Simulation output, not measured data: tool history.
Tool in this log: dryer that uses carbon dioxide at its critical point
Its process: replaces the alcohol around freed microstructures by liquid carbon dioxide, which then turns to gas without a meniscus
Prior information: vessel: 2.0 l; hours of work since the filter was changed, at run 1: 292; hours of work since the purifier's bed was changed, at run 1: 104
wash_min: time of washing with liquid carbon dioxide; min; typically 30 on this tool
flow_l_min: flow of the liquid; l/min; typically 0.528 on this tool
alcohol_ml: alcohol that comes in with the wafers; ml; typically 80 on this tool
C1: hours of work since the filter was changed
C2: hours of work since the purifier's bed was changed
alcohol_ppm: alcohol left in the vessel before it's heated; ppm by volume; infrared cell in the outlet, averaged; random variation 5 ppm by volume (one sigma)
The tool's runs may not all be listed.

run 1 day=0.000 | wash_min=30 flow_l_min=0.528 alcohol_ml=80 | C1=292 C2=104 | alcohol_ppm=95
run 2 day=0.333 | wash_min=30 flow_l_min=0.432 alcohol_ml=80 | C1=294 C2=107 | alcohol_ppm=244
run 3 day=0.842 | wash_min=30 flow_l_min=0.432 alcohol_ml=25 | C1=299 C2=111 | alcohol_ppm=99
run 4 day=1.192 | wash_min=30 flow_l_min=0.432 alcohol_ml=25 | C1=302 C2=114 | alcohol_ppm=105
run 5 day=1.483 | wash_min=30 flow_l_min=0.528 alcohol_ml=103 | C1=304 C2=117 | alcohol_ppm=125
run 6 day=1.808 | wash_min=30 flow_l_min=0.394 alcohol_ml=103 | C1=307 C2=120 | alcohol_ppm=499
run 7 day=2.250 | wash_min=30 flow_l_min=0.394 alcohol_ml=103 | C1=311 C2=123 | alcohol_ppm=490
run 8 day=2.779 | wash_min=30 flow_l_min=0.394 alcohol_ml=103 | C1=315 C2=128 | alcohol_ppm=504
run 9 day=3.200 | wash_min=30 flow_l_min=0.394 alcohol_ml=103 | C1=319 C2=132 | alcohol_ppm=505
run 10 day=3.708 | wash_min=47 flow_l_min=0.528 alcohol_ml=80 | C1=323 C2=136 | alcohol_ppm=33
run 11 day=4.238 | wash_min=47 flow_l_min=0.528 alcohol_ml=80 | C1=328 C2=140 | alcohol_ppm=39
run 12 day=4.525 | wash_min=47 flow_l_min=0.528 alcohol_ml=80 | C1=330 C2=143 | alcohol_ppm=36
run 13 day=5.008 | wash_min=47 flow_l_min=0.528 alcohol_ml=80 | C1=334 C2=147 | alcohol_ppm=36
run 14 day=5.417 | wash_min=47 flow_l_min=0.528 alcohol_ml=80 | C1=338 C2=150 | alcohol_ppm=37
run 15 day=5.808 | wash_min=30 flow_l_min=0.852 alcohol_ml=80 | C1=341 C2=154 | alcohol_ppm=47
run 16 day=6.258 | wash_min=30 flow_l_min=0.852 alcohol_ml=80 | C1=345 C2=158 | alcohol_ppm=47
run 17 day=6.579 | wash_min=48 flow_l_min=0.357 alcohol_ml=101 | C1=348 C2=160 | alcohol_ppm=108
run 18 day=6.896 | wash_min=48 flow_l_min=0.357 alcohol_ml=101 | C1=350 C2=163 | alcohol_ppm=102
run 19 day=7.179 | wash_min=29 flow_l_min=0.829 alcohol_ml=80 | C1=353 C2=166 | alcohol_ppm=43
run 20 day=7.642 | wash_min=30 flow_l_min=0.528 alcohol_ml=95 | C1=357 C2=169 | alcohol_ppm=138
run 21 day=8.171 | wash_min=45 flow_l_min=0.321 alcohol_ml=32 | C1=361 C2=174 | alcohol_ppm=100
run 22 day=8.396 | wash_min=45 flow_l_min=0.321 alcohol_ml=42 | C1=363 C2=176 | alcohol_ppm=118
run 23 day=8.833 | wash_min=30 flow_l_min=0.351 alcohol_ml=30 | C1=367 C2=180 | alcohol_ppm=293
run 24 day=9.075 | wash_min=30 flow_l_min=0.351 alcohol_ml=30 | C1=369 C2=182 | alcohol_ppm=306
run 25 day=9.358 | wash_min=30 flow_l_min=0.351 alcohol_ml=30 | C1=372 C2=184 | alcohol_ppm=299
run 26 day=9.658 | wash_min=35 flow_l_min=0.389 alcohol_ml=32 | C1=374 C2=187 | alcohol_ppm=121
run 27 day=9.921 | wash_min=30 flow_l_min=0.612 alcohol_ml=111 | C1=376 C2=189 | alcohol_ppm=95
run 28 day=10.454 | wash_min=40 flow_l_min=0.438 alcohol_ml=53 | C1=381 C2=194 | alcohol_ppm=78
run 29 day=10.854 | wash_min=30 flow_l_min=0.320 alcohol_ml=42 | C1=384 C2=197 | alcohol_ppm=576
run 30 day=11.208 | wash_min=25 flow_l_min=0.370 alcohol_ml=49 | C1=387 C2=200 | alcohol_ppm=755
run 31 day=11.508 | wash_min=18 flow_l_min=0.809 alcohol_ml=25 | C1=390 C2=203 | alcohol_ppm=98

Predict each of these 4 candidate next runs independently; none follows another, all start after run 31:
run A day=11.812 | wash_min=25 flow_l_min=0.398 alcohol_ml=25 | C1=392 C2=205 | alcohol_ppm=?
run B day=11.812 | wash_min=30 flow_l_min=0.334 alcohol_ml=80 | C1=392 C2=205 | alcohol_ppm=?
run C day=11.812 | wash_min=41 flow_l_min=0.718 alcohol_ml=25 | C1=392 C2=205 | alcohol_ppm=?
run D day=11.812 | wash_min=43 flow_l_min=0.528 alcohol_ml=80 | C1=392 C2=205 | alcohol_ppm=?

run=A alcohol_ppm=313
run=B alcohol_ppm=915
run=C alcohol_ppm=40
run=D alcohol_ppm=60
Stripped of hidden state, with their random variation kept, the same runs would have yielded:
run=A alcohol_ppm=124
run=B alcohol_ppm=404
run=C alcohol_ppm=0
run=D alcohol_ppm=11

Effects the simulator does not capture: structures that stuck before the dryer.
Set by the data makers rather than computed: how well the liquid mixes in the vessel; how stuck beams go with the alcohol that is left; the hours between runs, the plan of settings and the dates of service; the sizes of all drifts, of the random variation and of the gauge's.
